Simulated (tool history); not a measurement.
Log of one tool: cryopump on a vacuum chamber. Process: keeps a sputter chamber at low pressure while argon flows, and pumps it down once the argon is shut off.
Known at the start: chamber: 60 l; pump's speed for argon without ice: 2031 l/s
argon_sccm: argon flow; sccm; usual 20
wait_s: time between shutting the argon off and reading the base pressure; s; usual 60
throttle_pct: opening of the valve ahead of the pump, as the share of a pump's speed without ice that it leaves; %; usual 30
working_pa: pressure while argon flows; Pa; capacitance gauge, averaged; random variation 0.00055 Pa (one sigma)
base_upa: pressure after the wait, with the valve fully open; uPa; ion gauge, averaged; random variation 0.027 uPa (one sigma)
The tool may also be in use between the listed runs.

run,hour,argon_sccm,wait_s,throttle_pct,working_pa,base_upa
1,0.0,20,60,30,0.0577,1.26
2,17.4,20,60,30,0.0567,1.28
3,31.4,20,60,30,0.0564,1.23
4,43.2,20,60,30,0.0573,1.30
5,53.1,20,60,30,0.0578,1.27
6,64.5,20,60,30,0.0567,1.26
7,78.7,20,60,30,0.0577,1.24
8,89.1,20,60,36,0.0486,1.22
9,96.6,20,60,36,0.0484,1.26
10,104.5,20,60,30,0.0580,1.35
11,116.3,20,60,30,0.0582,1.22
12,125.8,20,60,30,0.0572,1.25
13,140.2,20,60,30,0.0577,1.24
14,155.6,20,60,18,0.0941,1.27
15,165.4,20,60,43,0.0405,1.32
16,177.1,20,60,43,0.0407,1.26
17,186.4,20,60,43,0.0402,1.26
18,204.2,13,62,36,0.0324,1.26
19,218.0,11,87,32,0.0301,0.97
20,228.2,20,60,21,0.0815,1.26
21,238.8,20,60,21,0.0817,1.30
22,249.2,20,60,21,0.0818,1.25
23,266.6,20,60,19,0.0904,1.25
24,279.0,34,74,30,0.0976,1.10
25,290.2,20,28,19,0.0906,2.45
26,300.8,20,28,19,0.0899,2.43
27,309.8,20,28,30,0.0582,2.51
28,324.2,27,24,20,0.1161,2.88
29,340.1,20,60,53,0.0347,1.28
30,355.6,26,60,30,0.0757,1.26
31,365.5,9,22,17,0.0461,2.94
32,381.6,9,22,17,0.0456,3.05
33,399.7,21,22,17,0.1058,3.06
34,411.5,20,60,31,0.0558,1.30

Some steps in working_pa between neighbouring runs. How much of each would the tool show without its hidden state too (settings, what came in, random variation), and how much is left for the hidden state, with any gauge scatter that isn't in both results?
The hidden state here: pump's speed, % of a pump's without ice; cold plate's temperature, K; leak into the chamber, uPa l/s; drift of the gauge itself on working_pa, %; drift of the gauge itself on base_upa, %.
Run 23 -> 24: argon_sccm 20 -> 34, wait_s 60 -> 74, throttle_pct 19 -> 30. working_pa +0.0072 Pa: hidden state +0.0018, all else +0.0054.
Run 27 -> 28: argon_sccm 20 -> 27, wait_s 28 -> 24, throttle_pct 30 -> 20. working_pa +0.0579 Pa: hidden state +0.0010, all else +0.0569.
Run 28 -> 29: argon_sccm 27 -> 20, wait_s 24 -> 60, throttle_pct 20 -> 53. working_pa -0.0814 Pa: hidden state -0.0009, all else -0.0805.
Run 30 -> 31: argon_sccm 26 -> 9, wait_s 60 -> 22, throttle_pct 30 -> 17. working_pa -0.0296 Pa: hidden state -0.0024, all else -0.0272.
Run 32 -> 33: argon_sccm 9 -> 21. working_pa +0.0602 Pa: hidden state +0.0019, all else +0.0583.

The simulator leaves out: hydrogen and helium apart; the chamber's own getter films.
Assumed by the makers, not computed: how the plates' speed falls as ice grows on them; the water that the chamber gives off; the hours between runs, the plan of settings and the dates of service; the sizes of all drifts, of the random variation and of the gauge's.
